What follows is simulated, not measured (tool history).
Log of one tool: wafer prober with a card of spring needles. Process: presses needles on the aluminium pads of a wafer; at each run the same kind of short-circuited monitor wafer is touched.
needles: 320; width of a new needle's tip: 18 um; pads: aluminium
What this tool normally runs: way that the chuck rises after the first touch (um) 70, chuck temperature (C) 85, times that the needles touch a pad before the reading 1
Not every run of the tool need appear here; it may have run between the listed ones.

run,hour,way that the chuck rises after the first touch (um),chuck temperature (C),times that the needles touch a pad before the reading,resistance of one needle with its contact and lead (mohm),way that a needle slides on the pad (um)
1,0.0,70,85,1,245,14.25
# hour 14.9: tips cleaned on abrasive film
2,24.9,70,85,1,267,14.22
# hour 30.7: tips cleaned on abrasive film
3,39.8,70,85,1,266,14.22
# hour 45.9: tips cleaned on abrasive film
4,53.5,70,85,1,263,14.18
# hour 62.0: tips cleaned on abrasive film
5,65.1,70,85,1,254,14.18
# hour 77.4: tips cleaned on abrasive film
6,81.8,70,85,1,253,14.15
# hour 92.6: tips cleaned on abrasive film
7,101.5,70,85,1,262,14.15
# hour 108.2: tips cleaned on abrasive film
8,117.6,70,30,1,255,14.11
# hour 123.5: tips cleaned on abrasive film
# hour 139.8: tips cleaned on abrasive film
9,141.1,70,30,1,237,14.08
# hour 154.6: tips cleaned on abrasive film
10,154.6,70,30,1,235,14.07
# hour 168.0: tips cleaned on abrasive film, once more
11,168.8,70,30,1,236,14.02
# hour 182.6: tips cleaned on abrasive film
# hour 185.0: height of the first contact set anew
12,187.6,70,30,1,245,14.29
# hour 198.9: tips cleaned on abrasive film
13,204.8,70,85,1,260,14.29
# hour 214.3: tips cleaned on abrasive film
14,216.6,70,85,1,254,14.27
# hour 229.0: tips cleaned on abrasive film
15,241.3,70,85,1,270,14.24
# hour 244.1: tips cleaned on abrasive film
# hour 258.7: tips cleaned on abrasive film
16,262.7,70,85,1,260,14.22
# hour 273.4: tips cleaned on abrasive film
17,277.4,74,37,2,242,15.00
# hour 289.6: tips cleaned on abrasive film
# hour 304.4: tips cleaned on abrasive film
18,305.2,52,34,2,240,10.48
# hour 319.5: tips cleaned on abrasive film
19,324.5,56,26,2,242,11.27
# hour 335.1: tips cleaned on abrasive film
20,343.4,72,27,1,248,14.51
# hour 350.9: tips cleaned on abrasive film
21,357.4,72,27,1,250,14.48
# hour 366.2: tips cleaned on abrasive film
22,377.5,72,27,1,250,14.48
# hour 381.9: tips cleaned on abrasive film
# hour 390.6: height of the first contact set anew
# hour 398.0: tips cleaned on abrasive film
23,404.4,72,27,2,240,14.68
# hour 412.9: tips cleaned on abrasive film
24,418.2,70,33,1,246,14.26
# hour 428.0: tips cleaned on abrasive film
25,433.1,84,105,2,257,17.09
# hour 443.7: tips cleaned on abrasive film
# hour 458.3: tips cleaned on abrasive film
26,459.5,84,107,3,251,17.04
# hour 473.7: tips cleaned on abrasive film
27,476.8,84,107,3,253,17.02
# hour 490.1: tips cleaned on abrasive film
28,500.6,84,107,3,255,17.01
# hour 506.1: tips cleaned on abrasive film
# hour 521.1: tips cleaned on abrasive film
29,524.2,70,51,2,244,14.11
# hour 536.8: tips cleaned on abrasive film
30,544.1,66,99,2,260,13.28
# hour 551.4: tips cleaned on abrasive film
31,559.0,70,32,1,254,14.06
# hour 568.2: tips cleaned on abrasive film
32,573.1,70,32,1,251,14.04

Forecast each of these 4 alternatives for the next run:
# hour 584.6: tips cleaned on abrasive film
A,586.6,61,85,1,?,?
# hour 584.6: tips cleaned on abrasive film
B,586.6,66,32,1,?,?
# hour 584.6: tips cleaned on abrasive film
C,586.6,77,85,1,?,?
# hour 584.6: tips cleaned on abrasive film
D,586.6,70,43,2,?,?

run,resistance of one needle with its contact and lead (mohm),way that a needle slides on the pad (um)
A,259,12.20
B,244,13.23
C,248,15.46
D,240,14.03
With no hidden state in the tool, these same runs would have given:
run,resistance of one needle with its contact and lead (mohm),way that a needle slides on the pad (um)
A,249,12.46
B,235,13.49
C,241,15.73
D,234,14.30
